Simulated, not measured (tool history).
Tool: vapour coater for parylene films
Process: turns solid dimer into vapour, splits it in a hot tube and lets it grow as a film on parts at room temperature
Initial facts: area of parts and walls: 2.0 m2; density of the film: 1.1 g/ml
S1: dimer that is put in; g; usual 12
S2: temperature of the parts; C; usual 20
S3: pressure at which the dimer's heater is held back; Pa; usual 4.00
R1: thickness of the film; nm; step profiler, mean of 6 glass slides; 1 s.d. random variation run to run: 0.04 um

run	hour	S1	S2	S3	R1
1	0.0	12	20	4.00	3660
# hour 24.5: trap's valve overhauled
2	25.6	12	20	4.00	4260
3	43.2	12	20	4.00	4280
4	72.2	12	20	4.00	4130
5	85.9	12	20	4.00	4260
6	101.2	12	26	4.00	3160
7	119.9	12	26	4.00	3170

The next listed run, before its measurement:
8	141.7	7	14	2.67	?

Run 8 yielded R1 2960 nm.
The same run, on a tool lacking any hidden state, would have yielded R1 3090 nm.
